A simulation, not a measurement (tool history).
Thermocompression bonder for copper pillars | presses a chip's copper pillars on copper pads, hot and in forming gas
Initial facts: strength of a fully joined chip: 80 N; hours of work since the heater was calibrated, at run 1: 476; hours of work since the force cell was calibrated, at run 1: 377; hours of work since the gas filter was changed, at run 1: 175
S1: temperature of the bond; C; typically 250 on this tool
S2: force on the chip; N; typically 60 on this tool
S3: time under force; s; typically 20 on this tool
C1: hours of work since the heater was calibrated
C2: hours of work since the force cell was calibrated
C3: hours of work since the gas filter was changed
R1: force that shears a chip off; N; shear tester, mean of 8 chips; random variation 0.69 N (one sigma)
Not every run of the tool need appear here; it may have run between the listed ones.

| run | hour | S1 | S2 | S3 | C1 | C2 | C3 | R1 |
|---|---|---|---|---|---|---|---|---|
| 1 | 0 | 250 | 60 | 20 | 476 | 377 | 175 | 50.2 |
| 2 | 11.8 | 250 | 60 | 20 | 484 | 385 | 182 | 49.2 |
| 3 | 20.2 | 250 | 60 | 20 | 489 | 390 | 188 | 49 |
| 4 | 39 | 250 | 60 | 20 | 501 | 402 | 199 | 50.7 |
| 5 | 52.7 | 250 | 64 | 20 | 509 | 410 | 208 | 52.9 |
| 6 | 67.8 | 250 | 64 | 20 | 519 | 420 | 217 | 53.2 |
| 7 | 83.9 | 250 | 64 | 20 | 529 | 430 | 228 | 52 |
| 8 | 100.5 | 250 | 82 | 20 | 539 | 440 | 238 | 58.7 |
| 9 | 112.2 | 250 | 60 | 39 | 546 | 448 | 245 | 60 |
| 10 | 120.9 | 250 | 60 | 39 | 552 | 453 | 251 | 60.3 |
| 11 | 140.6 | 250 | 60 | 46 | 564 | 465 | 263 | 61.7 |
| 12 | 155.6 | 250 | 60 | 46 | 574 | 475 | 273 | 61.5 |
| 13 | 170.5 | 273 | 60 | 20 | 583 | 484 | 282 | 63.7 |
| 14 | 188.5 | 273 | 40 | 20 | 594 | 496 | 293 | 52.4 |
|  | 200 | heater calibrated with a thermocouple chip |
| 15 | 211.1 | 273 | 40 | 20 | 7 | 508 | 306 | 50.2 |
| 16 | 231 | 250 | 60 | 53 | 19 | 521 | 319 | 60.5 |
| 17 | 244.2 | 223 | 60 | 38 | 28 | 529 | 327 | 38.6 |
| 18 | 257.7 | 223 | 60 | 38 | 36 | 538 | 335 | 38.6 |
| 19 | 276.1 | 250 | 37 | 13 | 48 | 549 | 347 | 29.5 |
| 20 | 297.1 | 236 | 85 | 56 | 61 | 562 | 360 | 61.5 |
| 21 | 310.7 | 279 | 60 | 43 | 69 | 571 | 368 | 71.5 |
|  | 317.6 | forming gas filter changed |
| 22 | 330.2 | 279 | 60 | 43 | 81 | 583 | 8 | 72.3 |

3 ways to go on from here, each from the tool as it stands after run 22. What would each give?
| A | 343 | 245 | 47 | 13 | 89 | 591 | 16 | ? |
| B | 343 | 263 | 60 | 27 | 89 | 591 | 16 | ? |
| C | 343 | 250 | 69 | 20 | 89 | 591 | 16 | ? |

| run | R1 |
|---|---|
| A | 33 |
| B | 60.9 |
| C | 52.5 |
What these runs would have given with no unlogged condition in the tool:
| run | R1 |
|---|---|
| A | 31.9 |
| B | 59.8 |
| C | 51.3 |
